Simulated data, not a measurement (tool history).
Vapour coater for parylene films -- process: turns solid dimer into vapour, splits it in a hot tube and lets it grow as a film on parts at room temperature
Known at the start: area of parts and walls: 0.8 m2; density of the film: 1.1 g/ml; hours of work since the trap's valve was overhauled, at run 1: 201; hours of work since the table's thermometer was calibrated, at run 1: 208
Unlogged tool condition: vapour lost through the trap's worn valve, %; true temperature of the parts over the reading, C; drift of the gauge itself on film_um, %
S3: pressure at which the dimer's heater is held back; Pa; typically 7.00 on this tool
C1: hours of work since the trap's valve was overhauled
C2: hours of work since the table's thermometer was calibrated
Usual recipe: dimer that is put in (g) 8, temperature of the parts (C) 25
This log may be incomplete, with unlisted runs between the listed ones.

{"run": 1, "hour": 0.0, "dimer that is put in (g)": 8, "temperature of the parts (C)": 25, "S3": 7.0, "C1": 201, "C2": 208, "thickness of the film (um)": 5.86}
{"run": 2, "hour": 35.1, "dimer that is put in (g)": 8, "temperature of the parts (C)": 25, "S3": 7.0, "C1": 220, "C2": 226, "thickness of the film (um)": 5.86}
{"run": 3, "hour": 71.5, "dimer that is put in (g)": 8, "temperature of the parts (C)": 25, "S3": 7.0, "C1": 238, "C2": 245, "thickness of the film (um)": 5.88}
{"run": 4, "hour": 92.8, "dimer that is put in (g)": 8, "temperature of the parts (C)": 25, "S3": 7.0, "C1": 249, "C2": 256, "thickness of the film (um)": 5.84}
{"run": 5, "hour": 124.2, "dimer that is put in (g)": 8, "temperature of the parts (C)": 25, "S3": 7.0, "C1": 266, "C2": 272, "thickness of the film (um)": 5.85}
{"run": 6, "hour": 157.4, "dimer that is put in (g)": 8, "temperature of the parts (C)": 25, "S3": 7.0, "C1": 283, "C2": 289, "thickness of the film (um)": 5.87}
{"run": 7, "hour": 183.1, "dimer that is put in (g)": 8, "temperature of the parts (C)": 25, "S3": 7.0, "C1": 296, "C2": 302, "thickness of the film (um)": 5.88}
{"run": 8, "hour": 217.5, "dimer that is put in (g)": 8, "temperature of the parts (C)": 25, "S3": 7.0, "C1": 314, "C2": 320, "thickness of the film (um)": 5.84}
{"run": 9, "hour": 239.4, "dimer that is put in (g)": 8, "temperature of the parts (C)": 22, "S3": 7.0, "C1": 325, "C2": 331, "thickness of the film (um)": 6.22}
{"run": 10, "hour": 277.4, "dimer that is put in (g)": 3, "temperature of the parts (C)": 25, "S3": 7.0, "C1": 345, "C2": 351, "thickness of the film (um)": 2.2}
{"run": 11, "hour": 313.6, "dimer that is put in (g)": 3, "temperature of the parts (C)": 25, "S3": 9.24, "C1": 363, "C2": 370, "thickness of the film (um)": 2.11}
{"run": 12, "hour": 350.0, "dimer that is put in (g)": 8, "temperature of the parts (C)": 32, "S3": 7.0, "C1": 382, "C2": 388, "thickness of the film (um)": 5.13}
{"run": 13, "hour": 386.5, "dimer that is put in (g)": 7, "temperature of the parts (C)": 20, "S3": 4.43, "C1": 401, "C2": 407, "thickness of the film (um)": 6.19}
{"run": 14, "hour": 423.7, "dimer that is put in (g)": 8, "temperature of the parts (C)": 25, "S3": 8.31, "C1": 420, "C2": 427, "thickness of the film (um)": 5.74}
{"run": 15, "hour": 439.8, "dimer that is put in (g)": 8, "temperature of the parts (C)": 26, "S3": 3.23, "C1": 429, "C2": 435, "thickness of the film (um)": 6.64}
{"run": 16, "hour": 472.2, "dimer that is put in (g)": 10, "temperature of the parts (C)": 30, "S3": 9.89, "C1": 445, "C2": 452, "thickness of the film (um)": 6.34}
{"run": 17, "hour": 505.3, "dimer that is put in (g)": 10, "temperature of the parts (C)": 30, "S3": 9.89, "C1": 463, "C2": 469, "thickness of the film (um)": 6.33}
{"run": 18, "hour": 532.2, "dimer that is put in (g)": 8, "temperature of the parts (C)": 30, "S3": 2.53, "C1": 476, "C2": 483, "thickness of the film (um)": 6.41}
{"run": 19, "hour": 560.7, "dimer that is put in (g)": 8, "temperature of the parts (C)": 34, "S3": 3.97, "C1": 491, "C2": 497, "thickness of the film (um)": 5.5}
{"run": 20, "hour": 598.5, "dimer that is put in (g)": 8, "temperature of the parts (C)": 18, "S3": 11.61, "C1": 511, "C2": 517, "thickness of the film (um)": 6.23}
{"run": 21, "hour": 624.4, "dimer that is put in (g)": 8, "temperature of the parts (C)": 18, "S3": 2.03, "C1": 524, "C2": 530, "thickness of the film (um)": 8.44}
{"run": 22, "hour": 646.0, "dimer that is put in (g)": 8, "temperature of the parts (C)": 18, "S3": 2.03, "C1": 535, "C2": 541, "thickness of the film (um)": 8.43}
{"run": 23, "hour": 666.4, "dimer that is put in (g)": 8, "temperature of the parts (C)": 17, "S3": 3.6, "C1": 546, "C2": 552, "thickness of the film (um)": 7.76}
{"run": 24, "hour": 682.0, "dimer that is put in (g)": 3, "temperature of the parts (C)": 25, "S3": 7.0, "C1": 554, "C2": 560, "thickness of the film (um)": 2.24}

Each row is a separate what-if for the run after 24, all from the same tool condition, not one after another. Results?
{"run": "A", "hour": 717.3, "dimer that is put in (g)": 3, "temperature of the parts (C)": 25, "S3": 7.0, "C1": 572, "C2": 578, "thickness of the film (um)": "?"}
{"run": "B", "hour": 717.3, "dimer that is put in (g)": 3, "temperature of the parts (C)": 25, "S3": 2.48, "C1": 572, "C2": 578, "thickness of the film (um)": "?"}
{"run": "C", "hour": 717.3, "dimer that is put in (g)": 3, "temperature of the parts (C)": 31, "S3": 4.51, "C1": 572, "C2": 578, "thickness of the film (um)": "?"}
{"run": "D", "hour": 717.3, "dimer that is put in (g)": 3, "temperature of the parts (C)": 17, "S3": 8.21, "C1": 572, "C2": 578, "thickness of the film (um)": "?"}
{"run": "E", "hour": 717.3, "dimer that is put in (g)": 7, "temperature of the parts (C)": 24, "S3": 4.09, "C1": 572, "C2": 578, "thickness of the film (um)": "?"}

run=A thickness_of_the_film_(um)=2.22
run=B thickness_of_the_film_(um)=2.66
run=C thickness_of_the_film_(um)=2.13
run=D thickness_of_the_film_(um)=2.52
run=E thickness_of_the_film_(um)=5.83
Without the tool's hidden state the same runs would have given:
run=A thickness_of_the_film_(um)=2.18
run=B thickness_of_the_film_(um)=2.61
run=C thickness_of_the_film_(um)=2.10
run=D thickness_of_the_film_(um)=2.48
run=E thickness_of_the_film_(um)=5.73
